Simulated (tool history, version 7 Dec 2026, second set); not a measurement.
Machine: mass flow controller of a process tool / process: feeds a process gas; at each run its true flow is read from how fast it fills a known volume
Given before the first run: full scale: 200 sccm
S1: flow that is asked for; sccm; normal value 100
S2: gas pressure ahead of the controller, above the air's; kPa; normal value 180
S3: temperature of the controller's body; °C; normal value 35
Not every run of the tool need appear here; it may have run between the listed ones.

{"run": 1, "hour": 0.0, "S1": 100, "S2": 180, "S3": 35, "true flow (%)": 97.86}
{"run": 2, "hour": 42.5, "S1": 26, "S2": 180, "S3": 35, "true flow (%)": 97.11}
{"run": 3, "hour": 107.9, "S1": 26, "S2": 180, "S3": 35, "true flow (%)": 97.16}
{"run": 4, "hour": 169.7, "S1": 26, "S2": 180, "S3": 35, "true flow (%)": 97.17}
{"run": 5, "hour": 269.0, "S1": 26, "S2": 180, "S3": 35, "true flow (%)": 97.16}
{"run": 6, "hour": 353.1, "S1": 62, "S2": 180, "S3": 35, "true flow (%)": 97.32}
{"run": 7, "hour": 445.9, "S1": 62, "S2": 180, "S3": 35, "true flow (%)": 97.15}
{"run": 8, "hour": 493.2, "S1": 39, "S2": 180, "S3": 35, "true flow (%)": 97.14}
{"run": 9, "hour": 577.0, "S1": 28, "S2": 180, "S3": 35, "true flow (%)": 97.12}
{"run": 10, "hour": 657.6, "S1": 100, "S2": 180, "S3": 35, "true flow (%)": 97.52}
{"run": 11, "hour": 704.5, "S1": 100, "S2": 180, "S3": 35, "true flow (%)": 97.59}
{"run": 12, "hour": 786.0, "S1": 168, "S2": 180, "S3": 35, "true flow (%)": 98.32}
{"run": 13, "hour": 879.4, "S1": 100, "S2": 180, "S3": 35, "true flow (%)": 97.37}
{"run": 14, "hour": 969.6, "S1": 100, "S2": 180, "S3": 35, "true flow (%)": 97.45}
{"run": 15, "hour": 1010.3, "S1": 100, "S2": 180, "S3": 35, "true flow (%)": 97.31}
{"run": 16, "hour": 1107.7, "S1": 100, "S2": 180, "S3": 39, "true flow (%)": 96.91}
{"run": 17, "hour": 1149.3, "S1": 100, "S2": 180, "S3": 39, "true flow (%)": 96.93}
{"run": 18, "hour": 1221.7, "S1": 29, "S2": 180, "S3": 39, "true flow (%)": 96.56}
{"run": 19, "hour": 1274.5, "S1": 63, "S2": 247, "S3": 32, "true flow (%)": 96.92}
{"run": 20, "hour": 1372.2, "S1": 53, "S2": 180, "S3": 33, "true flow (%)": 97.24}
{"run": 21, "hour": 1466.1, "S1": 100, "S2": 185, "S3": 35, "true flow (%)": 97.03}
{"run": 22, "hour": 1550.8, "S1": 100, "S2": 185, "S3": 35, "true flow (%)": 97.09}
{"run": 23, "hour": 1606.8, "S1": 51, "S2": 207, "S3": 35, "true flow (%)": 96.67}
{"run": 24, "hour": 1692.3, "S1": 88, "S2": 156, "S3": 24, "true flow (%)": 98.45}
{"run": 25, "hour": 1782.9, "S1": 95, "S2": 200, "S3": 35, "true flow (%)": 96.93}
{"run": 26, "hour": 1852.9, "S1": 100, "S2": 141, "S3": 35, "true flow (%)": 97.34}
{"run": 27, "hour": 1952.0, "S1": 100, "S2": 162, "S3": 35, "true flow (%)": 97.28}

4 options for the next run, each taken on its own from the tool as it stands now. Forecast them:
{"run": "A", "hour": 2035.8, "S1": 47, "S2": 196, "S3": 35, "true flow (%)": "?"}
{"run": "B", "hour": 2035.8, "S1": 58, "S2": 256, "S3": 35, "true flow (%)": "?"}
{"run": "C", "hour": 2035.8, "S1": 100, "S2": 147, "S3": 25, "true flow (%)": "?"}
{"run": "D", "hour": 2035.8, "S1": 46, "S2": 159, "S3": 27, "true flow (%)": "?"}

run=A true_flow_(%)=96.69
run=B true_flow_(%)=96.17
run=C true_flow_(%)=98.39
run=D true_flow_(%)=97.84
Stripped of hidden state, with their random variation kept, the same runs would have yielded:
run=A true_flow_(%)=97.24
run=B true_flow_(%)=96.84
run=C true_flow_(%)=99.25
run=D true_flow_(%)=98.37
